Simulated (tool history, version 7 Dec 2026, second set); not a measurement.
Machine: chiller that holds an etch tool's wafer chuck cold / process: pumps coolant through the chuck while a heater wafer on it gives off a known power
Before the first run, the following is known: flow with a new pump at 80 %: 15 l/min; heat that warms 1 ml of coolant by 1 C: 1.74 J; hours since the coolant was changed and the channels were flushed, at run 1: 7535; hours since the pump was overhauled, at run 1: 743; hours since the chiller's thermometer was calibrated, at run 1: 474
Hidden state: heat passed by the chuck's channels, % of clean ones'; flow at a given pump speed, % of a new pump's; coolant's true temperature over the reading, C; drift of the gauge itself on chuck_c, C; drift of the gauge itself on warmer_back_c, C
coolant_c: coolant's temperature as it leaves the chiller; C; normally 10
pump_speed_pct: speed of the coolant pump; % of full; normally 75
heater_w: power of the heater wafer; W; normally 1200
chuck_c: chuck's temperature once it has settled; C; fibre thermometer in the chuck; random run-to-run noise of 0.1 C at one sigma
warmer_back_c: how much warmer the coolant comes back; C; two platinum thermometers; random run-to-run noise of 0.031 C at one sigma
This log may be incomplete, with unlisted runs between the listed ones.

run   hour  coolant_c  pump_speed_pct  heater_w  hours since the coolant was changed and the channels were flushed  hours since the pump was overhauled  hours since the chiller's thermometer was calibrated  chuck_c  warmer_back_c
  1      0         10              75      1200                                                               7535                                  743                                                   474     20.7           2.99
  2   29.8         10              75      1200                                                               7565                                  772                                                   504     20.9           2.89
  3   51.8         13              75      1200                                                               7587                                  794                                                   526     23.7           2.95
  4   74.7         10              75      1200                                                               7610                                  817                                                   549     20.9           2.94
  5  107.9         10              75      1200                                                               7643                                  851                                                   582       21           2.98
  6    136         10              75      1200                                                               7671                                  879                                                   610     20.8           2.95
  7  167.4         10              75      1200                                                               7702                                  910                                                   642     20.8           2.92
  8  187.3         10              75      1200                                                               7722                                  930                                                   662     20.8           2.92
  9  222.9         10             100      1200                                                               7758                                  966                                                   697     18.4           2.26
 10  255.5         10             100      1200                                                               7791                                  998                                                   730     18.6           2.21
 11  280.7         10             100      1200                                                               7816                                 1023                                                   755     18.7           2.24
 12    301         10              75       688                                                               7836                                 1044                                                   775     16.1           1.65
 13  315.8         10              75       688                                                               7851                                 1059                                                   790     16.4           1.72
 14  346.1         10              75       688                                                               7881                                 1089                                                   820     16.3           1.67
 15  365.1         10              75       688                                                               7900                                 1108                                                   839     16.2           1.61
 16  394.5         10              75       688                                                               7930                                 1137                                                   869     16.2           1.75
 17  410.6          6              91      1200                                                               7946                                 1153                                                   885     15.4           2.47
 18  444.2          6              68      1200                                                               7979                                 1187                                                   918     17.7           3.25
 19  474.2         10              80       898                                                               8009                                 1217                                                   949     17.7           2.09
 20  491.6         14              75      1048                                                               8027                                 1234                                                   966     23.7           2.64
 21  510.3          8              96       961                                                               8045                                 1253                                                   985     15.3           1.85
 22  528.3          8              96       961                                                               8063                                 1271                                                  1003     15.3           1.88
 23  547.8          8              96       961                                                               8083                                 1290                                                  1022     15.1           1.85
 24  569.6         19              69       744                                                               8105                                 1312                                                  1044     26.4           1.96
 25  588.1         18              80      1440                                                               8123                                 1331                                                  1062     30.6           3.39
 26  608.7         10              75      1200                                                               8144                                 1351                                                  1083     21.1           2.92
 27  638.6         16              86      1200                                                               8174                                 1381                                                  1113       26           2.63
 28  657.7         15              68      1725                                                               8193                                 1400                                                  1132     32.1           4.62
 29  673.1         19              80       976                                                               8208                                 1416                                                  1147     27.7           2.22
 30  708.4         17              80      1043                                                               8243                                 1451                                                  1183       26            2.4
 31  734.9         17              80      1043                                                               8270                                 1478                                                  1209     26.1           2.42

Consider 3 possible next runs. They are alternatives, not a sequence: every one starts from the tool as it was left by run 31. What does each give?
  A  752.9          8              75      1200                                                               8288                                 1496                                                  1227        ?              ?
  B  752.9          3              94      1043                                                               8288                                 1496                                                  1227        ?              ?
  C  752.9         17              92       903                                                               8288                                 1496                                                  1227        ?              ?

run  chuck_c  warmer_back_c
  A     19.1           2.98
  B     10.9           2.05
  C     24.3           1.81
With no hidden state in the tool, these same runs would have given:
run  chuck_c  warmer_back_c
  A     17.1           2.96
  B      9.4           2.03
  C       23            1.8

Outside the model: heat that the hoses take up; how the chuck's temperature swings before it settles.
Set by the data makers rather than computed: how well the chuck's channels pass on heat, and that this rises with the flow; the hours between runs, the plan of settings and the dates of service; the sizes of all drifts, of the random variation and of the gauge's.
